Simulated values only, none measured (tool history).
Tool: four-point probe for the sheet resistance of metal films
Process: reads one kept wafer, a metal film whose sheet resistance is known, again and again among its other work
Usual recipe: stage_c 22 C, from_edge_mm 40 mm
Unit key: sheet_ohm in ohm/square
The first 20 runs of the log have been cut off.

run,hour,stage_c,from_edge_mm,touches since the probe head was changed,hours of work since the stage's thermometer was calibrated,sheet_ohm
21,584,21,20,10872,561,0.469129
22,619.4,21,20,11216,575,0.468856
23,652.2,21,21,11535,589,0.468949
24,669,33,22,11698,596,0.463585
25,706,28,44,12058,612,0.465442
26,741,22,51,12397,626,0.467927
27,780.7,23,5,12783,643,0.47735
28,803.8,21,28,13007,653,0.468767
29,833.1,21,28,13292,665,0.468579
30,857.9,30,68,13534,675,0.464546
31,884.6,28,12,13792,687,0.467056
32,908.6,30,5,14026,697,0.474188
33,927.7,30,5,14212,705,0.474185

Consider 4 possible next runs. They are alternatives, not a sequence: every one starts from the tool as it was left by run 33. What does each give?
A,964,20,15,14564,720,?
B,964,30,3,14564,720,?
C,964,28,9,14564,720,?
D,964,30,32,14564,720,?

run,sheet_ohm
A,0.469824
B,0.49052
C,0.468479
D,0.464635
Take away the tool's hidden state, keep each run's random variation, and the runs would have read:
run,sheet_ohm
A,0.469798
B,0.490492
C,0.468453
D,0.464609

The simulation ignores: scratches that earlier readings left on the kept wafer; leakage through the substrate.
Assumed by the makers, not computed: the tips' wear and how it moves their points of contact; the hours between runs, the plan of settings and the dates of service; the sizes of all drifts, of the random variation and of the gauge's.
